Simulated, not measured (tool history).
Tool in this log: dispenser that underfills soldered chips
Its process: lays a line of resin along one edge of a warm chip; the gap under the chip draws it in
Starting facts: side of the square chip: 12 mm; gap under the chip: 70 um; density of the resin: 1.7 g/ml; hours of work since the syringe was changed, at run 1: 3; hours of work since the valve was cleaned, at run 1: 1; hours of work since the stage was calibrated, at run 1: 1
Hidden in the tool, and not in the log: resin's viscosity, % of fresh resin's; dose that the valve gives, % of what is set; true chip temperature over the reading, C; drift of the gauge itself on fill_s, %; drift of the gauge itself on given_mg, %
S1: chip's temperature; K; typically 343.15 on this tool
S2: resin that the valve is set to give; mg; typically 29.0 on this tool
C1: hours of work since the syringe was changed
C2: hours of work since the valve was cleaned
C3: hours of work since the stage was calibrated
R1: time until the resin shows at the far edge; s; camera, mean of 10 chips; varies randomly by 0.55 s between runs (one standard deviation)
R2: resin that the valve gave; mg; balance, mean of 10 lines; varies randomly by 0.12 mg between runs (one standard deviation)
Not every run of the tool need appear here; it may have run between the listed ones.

Run 1, hour 0.0: usual settings; C1 3; C2 1; C3 1. Result: R1 58.0 s, R2 28.98 mg.
At hour 8.7: new syringe of resin.
Run 2, hour 16.9: usual settings; C1 6; C2 14; C3 14. Result: R1 78.7 s, R2 28.83 mg.
At hour 21.6: new syringe of resin.
Run 3, hour 30.0: usual settings but S1 331.15 K; C1 7; C2 24; C3 24. Result: R1 134.2 s, R2 28.40 mg.
At hour 34.3: new syringe of resin.
Run 4, hour 45.5: usual settings but S1 331.15 K; C1 9; C2 36; C3 36. Result: R1 168.8 s, R2 28.28 mg.
At hour 46.6: new syringe of resin.
At hour 59.0: new syringe of resin.
Run 5, hour 60.3: usual settings but S1 331.15 K; C1 1; C2 48; C3 48. Result: R1 85.6 s, R2 28.17 mg.
At hour 64.3: dispensing valve cleaned and set on the balance.
At hour 72.4: new syringe of resin.
Run 6, hour 76.7: usual settings but S1 331.15 K; C1 3; C2 10; C3 60. Result: R1 104.2 s, R2 28.72 mg.
At hour 85.3: new syringe of resin.
Run 7, hour 92.0: usual settings but S1 331.15 K; C1 5; C2 21; C3 71. Result: R1 124.4 s, R2 28.85 mg.
At hour 97.8: new syringe of resin.
Run 8, hour 100.6: usual settings but S1 350.15 K; C1 2; C2 28; C3 78. Result: R1 41.9 s, R2 28.81 mg.
Run 9, hour 109.2: usual settings but S1 350.15 K; C1 9; C2 35; C3 85. Result: R1 74.3 s, R2 28.57 mg.
At hour 110.4: new syringe of resin.
At hour 122.8: new syringe of resin.
Run 10, hour 122.8: usual settings; C1 0; C2 45; C3 95. Result: R1 46.1 s, R2 28.42 mg.
At hour 129.7: dispensing valve cleaned and set on the balance.
At hour 135.8: new syringe of resin.
Run 11, hour 141.0: usual settings; C1 4; C2 9; C3 108. Result: R1 67.3 s, R2 28.63 mg.
At hour 148.6: new syringe of resin.
Run 12, hour 148.8: usual settings; C1 0; C2 15; C3 114. Result: R1 46.1 s, R2 28.67 mg.
At hour 160.6: new syringe of resin.
Run 13, hour 161.2: usual settings; C1 0; C2 24; C3 124. Result: R1 49.4 s, R2 28.63 mg.
Run 14, hour 168.4: usual settings; C1 6; C2 30; C3 130. Result: R1 80.2 s, R2 28.38 mg.
At hour 173.9: new syringe of resin.
Run 15, hour 177.7: usual settings but S2 30.0 mg; C1 3; C2 37; C3 137. Result: R1 60.2 s, R2 29.35 mg.
At hour 187.3: new syringe of resin.
Run 16, hour 192.5: usual settings; C1 4; C2 48; C3 148. Result: R1 66.2 s, R2 28.20 mg.
At hour 195.1: dispensing valve cleaned and set on the balance.
At hour 200.3: new syringe of resin.
Run 17, hour 209.3: usual settings; C1 7; C2 11; C3 160. Result: R1 89.0 s, R2 28.82 mg.
At hour 212.3: new syringe of resin.
Run 18, hour 216.4: usual settings; C1 3; C2 16; C3 166. Result: R1 62.3 s, R2 28.93 mg.
At hour 224.7: new syringe of resin.
Run 19, hour 230.7: usual settings but S1 345.15 K, S2 32.7 mg; C1 5; C2 27; C3 177. Result: R1 64.0 s, R2 32.17 mg.
At hour 237.6: new syringe of resin.
Run 20, hour 237.8: usual settings but S1 345.15 K, S2 32.7 mg; C1 0; C2 33; C3 182. Result: R1 44.6 s, R2 32.14 mg.
At hour 251.0: new syringe of resin.
Run 21, hour 252.1: usual settings but S1 345.15 K, S2 32.7 mg; C1 1; C2 44; C3 193. Result: R1 46.6 s, R2 32.09 mg.
At hour 259.6: dispensing valve cleaned and set on the balance.
At hour 264.1: new syringe of resin.
Run 22, hour 265.6: usual settings but S1 345.15 K, S2 32.7 mg; C1 1; C2 5; C3 203. Result: R1 47.5 s, R2 32.83 mg.
At hour 277.5: new syringe of resin.
Run 23, hour 280.2: usual settings but S2 34.1 mg; C1 2; C2 16; C3 214. Result: R1 57.5 s, R2 34.00 mg.

For run 24, what comes out?
Run 24, hour 287.5: usual settings but S1 332.15 K, S2 37.0 mg; C1 8; C2 22; C3 220. Result: R1 ?, R2 ?.

R1: 154.4 s
R2: 36.95 mg
Minus the tool's unlogged condition, the same run would have read R1 73.7 s, R2 37.19 mg.

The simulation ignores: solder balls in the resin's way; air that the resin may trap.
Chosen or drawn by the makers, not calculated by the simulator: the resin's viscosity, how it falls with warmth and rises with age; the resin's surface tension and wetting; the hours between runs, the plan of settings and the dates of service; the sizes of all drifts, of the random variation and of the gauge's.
